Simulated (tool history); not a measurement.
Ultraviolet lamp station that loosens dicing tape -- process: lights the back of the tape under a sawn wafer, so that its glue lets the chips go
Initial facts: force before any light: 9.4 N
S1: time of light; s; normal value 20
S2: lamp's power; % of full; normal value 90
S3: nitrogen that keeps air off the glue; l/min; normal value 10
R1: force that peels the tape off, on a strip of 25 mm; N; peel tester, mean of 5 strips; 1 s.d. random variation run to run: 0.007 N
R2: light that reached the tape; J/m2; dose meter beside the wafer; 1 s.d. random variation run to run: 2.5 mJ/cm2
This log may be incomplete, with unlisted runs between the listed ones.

Run 1, hour 0.0: usual settings. Result: R1 0.299 N, R2 2410 J/m2.
Run 2, hour 12.2: usual settings. Result: R1 0.291 N, R2 2340 J/m2.
Run 3, hour 20.4: usual settings. Result: R1 0.302 N, R2 2320 J/m2.
Run 4, hour 28.2: usual settings. Result: R1 0.326 N, R2 2310 J/m2.
Run 5, hour 38.8: usual settings. Result: R1 0.332 N, R2 2300 J/m2.
Run 6, hour 43.9: usual settings. Result: R1 0.325 N, R2 2290 J/m2.
Run 7, hour 50.9: usual settings. Result: R1 0.326 N, R2 2310 J/m2.
Run 8, hour 61.2: usual settings but S1 29 s. Result: R1 0.222 N, R2 3290 J/m2.
Run 9, hour 70.6: usual settings. Result: R1 0.347 N, R2 2280 J/m2.
Run 10, hour 77.8: usual settings. Result: R1 0.334 N, R2 2240 J/m2.
At hour 80.0: window cleaned of glue's vapour.
Run 11, hour 85.5: usual settings but S2 94 % of full. Result: R1 0.243 N, R2 2810 J/m2.
Run 12, hour 95.2: usual settings but S2 94 % of full. Result: R1 0.250 N, R2 2770 J/m2.
Run 13, hour 103.6: usual settings but S2 94 % of full. Result: R1 0.262 N, R2 2760 J/m2.
Run 14, hour 111.1: usual settings but S2 68 % of full. Result: R1 0.431 N, R2 1980 J/m2.
Run 15, hour 116.2: usual settings but S2 68 % of full. Result: R1 0.415 N, R2 1970 J/m2.
Run 16, hour 123.6: usual settings but S2 68 % of full. Result: R1 0.419 N, R2 1970 J/m2.
Run 17, hour 134.3: usual settings but S2 68 % of full. Result: R1 0.413 N, R2 1970 J/m2.
Run 18, hour 141.4: usual settings but S2 68 % of full. Result: R1 0.447 N, R2 1970 J/m2.
Run 19, hour 153.9: usual settings. Result: R1 0.273 N, R2 2510 J/m2.
Run 20, hour 162.1: usual settings but S1 29 s, S3 8 l/min. Result: R1 0.220 N, R2 3720 J/m2.
Run 21, hour 172.9: usual settings but S1 31 s, S3 9 l/min. Result: R1 0.217 N, R2 3900 J/m2.
Run 22, hour 184.9: usual settings but S1 15 s, S2 71 % of full. Result: R1 0.751 N, R2 1500 J/m2.
Run 23, hour 192.1: usual settings but S1 25 s. Result: R1 0.237 N, R2 3070 J/m2.
Run 24, hour 198.7: usual settings but S2 99 % of full. Result: R1 0.255 N, R2 2690 J/m2.
Run 25, hour 204.1: usual settings but S1 28 s, S2 61 % of full. Result: R1 0.318 N, R2 2320 J/m2.
Run 26, hour 213.1: usual settings but S1 27 s, S2 77 % of full, S3 6 l/min. Result: R1 0.342 N, R2 2820 J/m2.
Run 27, hour 221.0: usual settings but S1 27 s, S2 77 % of full, S3 6 l/min. Result: R1 0.334 N, R2 2810 J/m2.
Run 28, hour 231.3: usual settings but S1 14 s, S3 4 l/min. Result: R1 1.253 N, R2 1680 J/m2.
Run 29, hour 238.9: usual settings but S1 14 s, S3 4 l/min. Result: R1 1.267 N, R2 1710 J/m2.
Run 30, hour 245.6: usual settings but S1 39 s, S3 4 l/min. Result: R1 0.226 N, R2 4620 J/m2.

Run 31, settings as shown, results not yet in. Your forecast:
Run 31, hour 254.4: usual settings but S2 99 % of full, S3 8 l/min. Result: R1 ?, R2 ?.

Run 31 yielded R1 0.306 N, R2 2630 J/m2.
Had the tool carried no hidden state, the very same run would have given R1 0.243 N, R2 3210 J/m2.
